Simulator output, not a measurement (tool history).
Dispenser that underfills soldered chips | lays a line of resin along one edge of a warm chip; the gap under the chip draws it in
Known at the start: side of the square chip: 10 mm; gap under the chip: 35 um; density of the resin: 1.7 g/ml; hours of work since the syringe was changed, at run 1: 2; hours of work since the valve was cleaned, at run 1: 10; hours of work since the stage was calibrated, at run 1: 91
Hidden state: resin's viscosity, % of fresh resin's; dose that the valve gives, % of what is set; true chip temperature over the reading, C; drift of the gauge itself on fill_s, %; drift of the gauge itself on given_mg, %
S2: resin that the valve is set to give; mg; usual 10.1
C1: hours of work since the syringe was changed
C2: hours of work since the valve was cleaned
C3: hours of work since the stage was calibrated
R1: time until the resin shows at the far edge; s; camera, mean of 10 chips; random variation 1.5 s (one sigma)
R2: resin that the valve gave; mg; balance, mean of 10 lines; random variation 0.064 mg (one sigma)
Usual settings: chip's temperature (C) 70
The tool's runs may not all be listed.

{"run": 1, "day": 0.0, "chip's temperature (C)": 70, "S2": 10.1, "C1": 2, "C2": 10, "C3": 91, "R1": 154.5, "R2": 10.07}
{"run": 2, "day": 0.446, "chip's temperature (C)": 70, "S2": 10.1, "C1": 8, "C2": 17, "C3": 97, "R1": 201.7, "R2": 9.87}
{"day": 0.638, "done": "new syringe of resin"}
{"run": 3, "day": 0.95, "chip's temperature (C)": 70, "S2": 10.1, "C1": 5, "C2": 24, "C3": 105, "R1": 177, "R2": 9.93}
{"day": 1.417, "done": "new syringe of resin"}
{"run": 4, "day": 1.471, "chip's temperature (C)": 70, "S2": 10.1, "C1": 1, "C2": 32, "C3": 112, "R1": 147.5, "R2": 9.77}
{"run": 5, "day": 1.917, "chip's temperature (C)": 70, "S2": 10.1, "C1": 7, "C2": 38, "C3": 119, "R1": 195.8, "R2": 9.88}
{"day": 2.196, "done": "new syringe of resin"}
{"run": 6, "day": 2.338, "chip's temperature (C)": 70, "S2": 10.1, "C1": 2, "C2": 44, "C3": 125, "R1": 160.8, "R2": 9.79}
{"run": 7, "day": 2.817, "chip's temperature (C)": 70, "S2": 10.1, "C1": 9, "C2": 51, "C3": 132, "R1": 210.8, "R2": 9.68}
{"day": 2.983, "done": "new syringe of resin"}
{"run": 8, "day": 3.279, "chip's temperature (C)": 70, "S2": 9, "C1": 4, "C2": 58, "C3": 139, "R1": 178.7, "R2": 8.57}
{"run": 9, "day": 3.683, "chip's temperature (C)": 60, "S2": 10.1, "C1": 10, "C2": 64, "C3": 145, "R1": 337.8, "R2": 9.58}
{"day": 3.754, "done": "new syringe of resin"}
{"run": 10, "day": 4.125, "chip's temperature (C)": 60, "S2": 10.1, "C1": 6, "C2": 71, "C3": 151, "R1": 273.3, "R2": 9.61}
{"run": 11, "day": 4.379, "chip's temperature (C)": 70, "S2": 9.2, "C1": 9, "C2": 74, "C3": 155, "R1": 216.2, "R2": 8.57}
{"day": 4.554, "done": "new syringe of resin"}
{"run": 12, "day": 4.667, "chip's temperature (C)": 70, "S2": 9.2, "C1": 2, "C2": 78, "C3": 159, "R1": 158.1, "R2": 8.6}
{"day": 4.771, "done": "dispensing valve cleaned and set on the balance"}
{"run": 13, "day": 5.179, "chip's temperature (C)": 70, "S2": 10.3, "C1": 9, "C2": 6, "C3": 166, "R1": 208, "R2": 10.36}
{"day": 5.367, "done": "new syringe of resin"}
{"run": 14, "day": 5.479, "chip's temperature (C)": 76, "S2": 10, "C1": 2, "C2": 10, "C3": 170, "R1": 124.4, "R2": 9.98}
{"run": 15, "day": 5.883, "chip's temperature (C)": 58, "S2": 10.9, "C1": 8, "C2": 16, "C3": 176, "R1": 317.6, "R2": 10.84}
{"day": 6.129, "done": "new syringe of resin"}
{"run": 16, "day": 6.212, "chip's temperature (C)": 65, "S2": 10.2, "C1": 1, "C2": 21, "C3": 181, "R1": 190.1, "R2": 10.09}
{"run": 17, "day": 6.567, "chip's temperature (C)": 81, "S2": 10.2, "C1": 7, "C2": 26, "C3": 186, "R1": 126, "R2": 9.98}
{"day": 6.921, "done": "new syringe of resin"}
{"run": 18, "day": 6.946, "chip's temperature (C)": 75, "S2": 9.5, "C1": 0, "C2": 32, "C3": 192, "R1": 124.8, "R2": 9.35}
{"run": 19, "day": 7.262, "chip's temperature (C)": 62, "S2": 9.1, "C1": 5, "C2": 37, "C3": 196, "R1": 256.8, "R2": 8.83}
{"day": 7.683, "done": "new syringe of resin"}
{"run": 20, "day": 7.683, "chip's temperature (C)": 77, "S2": 11.6, "C1": 0, "C2": 43, "C3": 202, "R1": 113, "R2": 11.33}
{"run": 21, "day": 8.158, "chip's temperature (C)": 77, "S2": 11.6, "C1": 7, "C2": 50, "C3": 209, "R1": 149.2, "R2": 11.12}
{"day": 8.471, "done": "new syringe of resin"}
{"run": 22, "day": 8.733, "chip's temperature (C)": 63, "S2": 10.8, "C1": 4, "C2": 58, "C3": 218, "R1": 226.2, "R2": 10.28}
{"run": 23, "day": 9.1, "chip's temperature (C)": 63, "S2": 10.8, "C1": 9, "C2": 63, "C3": 223, "R1": 279.8, "R2": 10.36}
{"day": 9.238, "done": "new syringe of resin"}
{"run": 24, "day": 9.479, "chip's temperature (C)": 79, "S2": 11.2, "C1": 4, "C2": 69, "C3": 229, "R1": 123, "R2": 10.64}
{"run": 25, "day": 9.871, "chip's temperature (C)": 56, "S2": 8.6, "C1": 9, "C2": 75, "C3": 235, "R1": 393.2, "R2": 8.11}

5 ways to go on from here, each from the tool as it stands after run 25. What would each give?
{"day": 10.025, "done": "new syringe of resin"}
{"day": 10.242, "done": "dispensing valve cleaned and set on the balance"}
{"run": "A", "day": 10.45, "chip's temperature (C)": 66, "S2": 11, "C1": 6, "C2": 3, "C3": 242, "R1": "?", "R2": "?"}
{"day": 10.025, "done": "new syringe of resin"}
{"day": 10.242, "done": "dispensing valve cleaned and set on the balance"}
{"run": "B", "day": 10.45, "chip's temperature (C)": 66, "S2": 10.2, "C1": 6, "C2": 3, "C3": 242, "R1": "?", "R2": "?"}
{"day": 10.025, "done": "new syringe of resin"}
{"day": 10.242, "done": "dispensing valve cleaned and set on the balance"}
{"run": "C", "day": 10.45, "chip's temperature (C)": 56, "S2": 9.1, "C1": 6, "C2": 3, "C3": 242, "R1": "?", "R2": "?"}
{"day": 10.025, "done": "new syringe of resin"}
{"day": 10.242, "done": "dispensing valve cleaned and set on the balance"}
{"run": "D", "day": 10.45, "chip's temperature (C)": 58, "S2": 12.8, "C1": 6, "C2": 3, "C3": 242, "R1": "?", "R2": "?"}
{"day": 10.025, "done": "new syringe of resin"}
{"day": 10.242, "done": "dispensing valve cleaned and set on the balance"}
{"run": "E", "day": 10.45, "chip's temperature (C)": 71, "S2": 8.6, "C1": 6, "C2": 3, "C3": 242, "R1": "?", "R2": "?"}

run=A R1=212.4 R2=11.08
run=B R1=216.1 R2=10.26
run=C R1=331.2 R2=9.08
run=D R1=295.5 R2=12.82
run=E R1=180.6 R2=8.66
Without the tool's hidden state the same runs would have given:
run=A R1=165.4 R2=11.09
run=B R1=168.4 R2=10.27
run=C R1=257.5 R2=9.09
run=D R1=229.8 R2=12.84
run=E R1=140.7 R2=8.66

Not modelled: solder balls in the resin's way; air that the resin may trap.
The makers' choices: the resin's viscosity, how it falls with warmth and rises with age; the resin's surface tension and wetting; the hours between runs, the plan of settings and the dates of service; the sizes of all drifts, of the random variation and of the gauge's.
